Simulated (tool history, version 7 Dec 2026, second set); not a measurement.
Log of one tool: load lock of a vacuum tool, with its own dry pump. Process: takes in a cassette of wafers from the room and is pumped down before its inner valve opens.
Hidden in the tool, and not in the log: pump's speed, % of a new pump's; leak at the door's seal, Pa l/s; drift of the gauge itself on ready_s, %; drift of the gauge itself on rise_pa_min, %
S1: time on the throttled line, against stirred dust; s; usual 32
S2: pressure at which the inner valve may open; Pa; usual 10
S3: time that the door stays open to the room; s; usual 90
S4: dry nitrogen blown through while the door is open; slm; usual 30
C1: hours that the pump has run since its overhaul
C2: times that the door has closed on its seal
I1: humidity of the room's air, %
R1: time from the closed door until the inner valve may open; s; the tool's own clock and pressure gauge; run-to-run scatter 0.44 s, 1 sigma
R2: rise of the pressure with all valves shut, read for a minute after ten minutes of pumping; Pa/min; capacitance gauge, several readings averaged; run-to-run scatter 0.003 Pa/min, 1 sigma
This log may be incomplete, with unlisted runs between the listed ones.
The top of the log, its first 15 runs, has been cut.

run 16 hour=1368.3 | S1=32 S2=10 S3=90 S4=30 | C1=6231 C2=15334 | I1=46.0 | R1=55.2 R2=0.124
run 17 hour=1433.9 | S1=32 S2=10 S3=90 S4=30 | C1=6297 C2=15661 | I1=48.9 | R1=54.9 R2=0.134
run 18 hour=1545.7 | S1=32 S2=10 S3=90 S4=30 | C1=6409 C2=16219 | I1=45.6 | R1=54.6 R2=0.134
run 19 hour=1614.4 | S1=32 S2=9 S3=90 S4=30 | C1=6477 C2=16562 | I1=45.9 | R1=54.9 R2=0.139
run 20 hour=1674.4 | S1=21 S2=13 S3=80 S4=5 | C1=6537 C2=16861 | I1=45.1 | R1=45.8 R2=0.157
run 21 hour=1752.0 | S1=21 S2=13 S3=80 S4=5 | C1=6615 C2=17248 | I1=44.7 | R1=45.2 R2=0.159
run 22 hour=1844.5 | S1=21 S2=13 S3=80 S4=5 | C1=6707 C2=17710 | I1=46.3 | R1=45.8 R2=0.168
run 23 hour=1950.4 | S1=39 S2=13 S3=44 S4=5 | C1=6813 C2=18238 | I1=43.9 | R1=60.7 R2=0.152
run 24 hour=2054.1 | S1=32 S2=10 S3=90 S4=32 | C1=6917 C2=18755 | I1=46.8 | R1=55.7 R2=0.157
run 25 hour=2129.2 | S1=34 S2=10 S3=127 S4=30 | C1=6992 C2=19130 | I1=44.0 | R1=56.8 R2=0.165
run 26 hour=2231.1 | S1=32 S2=10 S3=82 S4=16 | C1=7094 C2=19639 | I1=43.8 | R1=55.7 R2=0.172
run 27 hour=2361.6 | S1=57 S2=10 S3=90 S4=30 | C1=7224 C2=20290 | I1=43.3 | R1=75.9 R2=0.166
run 28 hour=2418.3 | S1=32 S2=8 S3=90 S4=7 | C1=7281 C2=20573 | I1=46.5 | R1=56.9 R2=0.194
run 29 hour=2512.4 | S1=32 S2=8 S3=90 S4=7 | C1=7375 C2=21042 | I1=49.1 | R1=56.5 R2=0.201
run 30 hour=2616.8 | S1=56 S2=16 S3=62 S4=19 | C1=7480 C2=21563 | I1=44.9 | R1=74.1 R2=0.183
run 31 hour=2684.6 | S1=56 S2=10 S3=62 S4=40 | C1=7547 C2=21901 | I1=43.1 | R1=75.2 R2=0.179
run 32 hour=2785.7 | S1=56 S2=10 S3=62 S4=40 | C1=7648 C2=22406 | I1=43.6 | R1=75.6 R2=0.186
run 33 hour=2899.5 | S1=30 S2=11 S3=27 S4=5 | C1=7762 C2=22973 | I1=46.0 | R1=53.8 R2=0.199
run 34 hour=2991.5 | S1=45 S2=12 S3=30 S4=5 | C1=7854 C2=23433 | I1=42.8 | R1=65.1 R2=0.202
run 35 hour=3108.8 | S1=37 S2=14 S3=88 S4=20 | C1=7972 C2=24018 | I1=47.7 | R1=58.0 R2=0.207
run 36 hour=3185.7 | S1=37 S2=14 S3=239 S4=6 | C1=8049 C2=24402 | I1=45.1 | R1=58.9 R2=0.266
run 37 hour=3246.6 | S1=31 S2=12 S3=70 S4=9 | C1=8109 C2=24705 | I1=42.9 | R1=54.1 R2=0.225

Here are 3 independent what-if runs from the current tool condition. What would each one return?
run A hour=3300.1 | S1=32 S2=10 S3=47 S4=17 | C1=8163 C2=24972 | I1=48.0 | R1=? R2=?
run B hour=3300.1 | S1=31 S2=19 S3=70 S4=9 | C1=8163 C2=24972 | I1=46.0 | R1=? R2=?
run C hour=3300.1 | S1=43 S2=10 S3=90 S4=30 | C1=8163 C2=24972 | I1=47.3 | R1=? R2=?

run=A R1=55.9 R2=0.220
run=B R1=53.6 R2=0.228
run=C R1=64.8 R2=0.224
The same runs, with their run-to-run variation unchanged, on a tool lacking any hidden condition would have given:
run=A R1=52.9 R2=0.030
run=B R1=50.8 R2=0.041
run=C R1=62.0 R2=0.032

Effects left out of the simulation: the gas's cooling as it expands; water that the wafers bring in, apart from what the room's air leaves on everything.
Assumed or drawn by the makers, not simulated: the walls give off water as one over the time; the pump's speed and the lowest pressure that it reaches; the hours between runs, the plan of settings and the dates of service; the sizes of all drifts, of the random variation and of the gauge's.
